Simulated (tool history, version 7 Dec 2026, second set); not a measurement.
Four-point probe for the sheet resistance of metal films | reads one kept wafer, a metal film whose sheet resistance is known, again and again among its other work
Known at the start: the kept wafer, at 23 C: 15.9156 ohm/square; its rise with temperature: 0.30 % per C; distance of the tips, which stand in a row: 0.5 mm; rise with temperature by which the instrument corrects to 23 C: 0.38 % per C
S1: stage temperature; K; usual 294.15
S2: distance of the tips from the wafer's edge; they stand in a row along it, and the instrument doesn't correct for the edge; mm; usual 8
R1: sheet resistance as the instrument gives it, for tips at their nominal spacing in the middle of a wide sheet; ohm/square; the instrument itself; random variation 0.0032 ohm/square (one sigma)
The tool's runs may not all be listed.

{"run": 1, "hour": 0.0, "S1": 294.15, "S2": 8, "R1": 15.972916}
{"run": 2, "hour": 62.2, "S1": 292.15, "S2": 8, "R1": 15.995769}
{"run": 3, "hour": 128.3, "S1": 292.15, "S2": 8, "R1": 15.99924}
{"run": 4, "hour": 246.3, "S1": 292.15, "S2": 8, "R1": 15.99562}
{"run": 5, "hour": 323.5, "S1": 294.15, "S2": 12, "R1": 15.95157}
{"run": 6, "hour": 374.9, "S1": 294.15, "S2": 50, "R1": 15.944524}
{"run": 7, "hour": 428.5, "S1": 294.15, "S2": 50, "R1": 15.941849}
{"run": 8, "hour": 501.5, "S1": 294.15, "S2": 50, "R1": 15.941346}
{"run": 9, "hour": 585.4, "S1": 302.15, "S2": 45, "R1": 15.847955}
{"run": 10, "hour": 642.5, "S1": 302.15, "S2": 45, "R1": 15.845193}

Forecast each of these 4 alternatives for the next run:
{"run": "A", "hour": 704.8, "S1": 297.15, "S2": 8, "R1": "?"}
{"run": "B", "hour": 704.8, "S1": 304.15, "S2": 5, "R1": "?"}
{"run": "C", "hour": 704.8, "S1": 295.15, "S2": 64, "R1": "?"}
{"run": "D", "hour": 704.8, "S1": 294.15, "S2": 4, "R1": "?"}

run=A R1=15.943053
run=B R1=15.910237
run=C R1=15.929261
run=D R1=16.074295
Without the tool's hidden state the same runs would have given:
run=A R1=15.943436
run=B R1=15.910612
run=C R1=15.929646
run=D R1=16.074685

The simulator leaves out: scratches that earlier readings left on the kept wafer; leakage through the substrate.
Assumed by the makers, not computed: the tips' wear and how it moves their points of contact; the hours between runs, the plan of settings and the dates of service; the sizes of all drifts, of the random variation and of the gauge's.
